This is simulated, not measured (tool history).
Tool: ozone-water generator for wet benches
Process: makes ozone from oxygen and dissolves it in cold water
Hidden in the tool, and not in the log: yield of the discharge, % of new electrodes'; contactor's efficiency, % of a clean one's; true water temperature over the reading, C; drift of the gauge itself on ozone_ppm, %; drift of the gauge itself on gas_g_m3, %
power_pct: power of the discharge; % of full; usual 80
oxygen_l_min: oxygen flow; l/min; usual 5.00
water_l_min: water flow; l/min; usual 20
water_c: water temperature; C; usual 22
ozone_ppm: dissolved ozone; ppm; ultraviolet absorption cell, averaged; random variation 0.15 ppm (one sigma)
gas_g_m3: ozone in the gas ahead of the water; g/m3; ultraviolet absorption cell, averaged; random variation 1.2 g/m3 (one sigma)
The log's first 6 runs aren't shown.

run	hour	power_pct	oxygen_l_min	water_l_min	water_c	hours of work since the electrodes were changed	hours of work since the contactor was cleaned	hours of work since the thermometer was calibrated	ozone_ppm	gas_g_m3
7	191.4	80	5.00	20	22	264	1063	2072	17.7	220.8
8	211.1	80	5.00	20	22	280	1079	2088	17.9	222.4
9	242.2	80	5.00	20	22	305	1104	2113	17.8	221.5
10	261.8	80	3.48	20	22	321	1120	2129	17.9	273.4
11	298.6	80	3.48	20	22	351	1150	2159	17.8	274.5
12	332.0	80	5.00	21	22	378	1177	2186	16.9	219.8
13	351.3	80	7.17	20	22	393	1193	2202	17.1	178.3
14	388.7	80	6.77	20	22	424	1223	2232	17.2	183.2
15	419.6	80	5.00	20	22	449	1248	2257	17.7	220.7
16	447.4	80	5.00	20	22	471	1270	2279	17.6	220.7
17	466.7	80	2.93	26	22	487	1286	2295	13.9	304.6
18	500.1	80	5.00	22	22	514	1313	2322	16.4	218.1
19	530.5	80	3.02	20	22	538	1338	2347	17.8	300.1
20	553.3	82	5.00	17	22	557	1356	2365	20.4	222.6
21	574.6	82	5.00	17	22	574	1373	2382	20.3	222.6
22	597.6	80	6.37	20	22	593	1392	2401	17.0	190.1
23	629.1	80	5.00	29	22	618	1417	2427	13.0	217.9
24	672.2	80	5.00	29	22	653	1452	2461	12.9	217.5

The next listed run, before its measurement:
25	692.0	80	5.00	29	22	669	1468	2477	?	?

ozone_ppm: 12.6 ppm
gas_g_m3: 218.3 g/m3
Without the tool's hidden state the same run would have given ozone_ppm 13.3 ppm, gas_g_m3 225.6 g/m3.
